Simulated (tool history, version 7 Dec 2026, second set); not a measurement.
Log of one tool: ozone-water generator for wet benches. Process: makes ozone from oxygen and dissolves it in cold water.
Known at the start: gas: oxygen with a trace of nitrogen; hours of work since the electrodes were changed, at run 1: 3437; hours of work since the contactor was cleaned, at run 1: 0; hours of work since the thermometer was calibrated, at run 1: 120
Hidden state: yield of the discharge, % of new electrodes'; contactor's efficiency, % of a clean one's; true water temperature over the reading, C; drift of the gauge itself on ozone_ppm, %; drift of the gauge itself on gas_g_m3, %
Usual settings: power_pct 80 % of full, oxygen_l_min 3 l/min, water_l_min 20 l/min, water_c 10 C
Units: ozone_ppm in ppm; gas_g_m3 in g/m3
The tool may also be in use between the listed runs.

run,hour,power_pct,oxygen_l_min,water_l_min,water_c,hours of work since the electrodes were changed,hours of work since the contactor was cleaned,hours of work since the thermometer was calibrated,ozone_ppm,gas_g_m3
1,0,80,3,20,10,3437,0,120,13.7,216.3
2,171.1,80,3,20,10,3551,114,234,13.4,215.4
3,346.5,80,3,20,10,3668,231,351,13.6,217.8
4,476.9,80,3,20,10,3755,318,438,13.6,217.5
5,642.2,80,3,20,10,3866,428,548,13.5,218.1
6,774.9,80,3,20,10,3954,517,637,13.4,215.2
7,912.5,80,3,20,10,4046,609,729,13.3,215.9
8,1087,80,3,20,10,4162,725,845,13.5,218.9
9,1262.5,80,3,20,10,4279,842,962,13.5,217.9
10,1446.3,44,3,20,10,4402,965,1085,8.8,142.8
11,1547.8,44,3,20,10,4470,1032,1152,8.7,142.9
12,1676.7,44,3,20,10,4556,1118,1238,8.8,141.8
13,1862.2,44,3,20,10,4679,1242,1362,8.7,142.3
14,1949.6,80,3,16,10,4738,1300,1420,17.4,220.8
15,2094.4,80,3,20,5,4834,1397,1517,13.9,220.7
16,2266.8,80,3,20,5,4949,1512,1632,13.9,221.4
17,2351.4,46,3,30,5,5006,1568,1688,5.8,149.2
# hour 2361.6: gauge calibrated
18,2433.3,47,3,22,10,5060,1623,1743,8.4,146.8
19,2514.8,47,3,22,10,5115,1677,1797,8.2,146.3
20,2605,47,3,22,10,5175,1738,1857,8.3,145.5
21,2753.6,47,3,22,10,5274,1837,1957,8,147.2
22,2836.5,47,3,22,10,5329,1892,2012,8.3,145.1
23,3010.2,60,4.93,20,11,5445,2008,2128,12.4,145.5
24,3092,60,4.93,18,5,5500,2062,2182,15,146.3
25,3246.2,60,4.93,18,5,5602,2165,2285,15.3,145.4
26,3371,60,4.93,18,5,5686,2249,2368,15,146.9
27,3504.2,60,4.93,18,5,5775,2337,2457,15,145.8
28,3633.9,60,4.93,31,5,5861,2424,2544,8.2,144.6
29,3794.5,80,2.52,31,9,5968,2531,2651,7.3,234.4
30,3885.3,44,2.52,16,8,6029,2592,2711,10.6,151
31,4025.9,83,2.57,20,12,6123,2685,2805,13,239.4
32,4111.2,44,2.11,17,7,6179,2742,2862,9.4,163.1

4 ways to go on from here, each from the tool as it stands after run 32. What would each give?
A,4278.6,80,2.87,20,6,6291,2854,2974,?,?
B,4278.6,80,3,24,10,6291,2854,2974,?,?
C,4278.6,44,2.11,27,7,6291,2854,2974,?,?
D,4278.6,80,3.39,20,7,6291,2854,2974,?,?

run,ozone_ppm,gas_g_m3
A,13.5,226.1
B,10.9,219
C,5.3,163.9
D,14.5,208.9
Without the tool's hidden state the same runs would have given:
run,ozone_ppm,gas_g_m3
A,13.6,221.4
B,10.9,214.3
C,5.3,160.4
D,14.5,204.4

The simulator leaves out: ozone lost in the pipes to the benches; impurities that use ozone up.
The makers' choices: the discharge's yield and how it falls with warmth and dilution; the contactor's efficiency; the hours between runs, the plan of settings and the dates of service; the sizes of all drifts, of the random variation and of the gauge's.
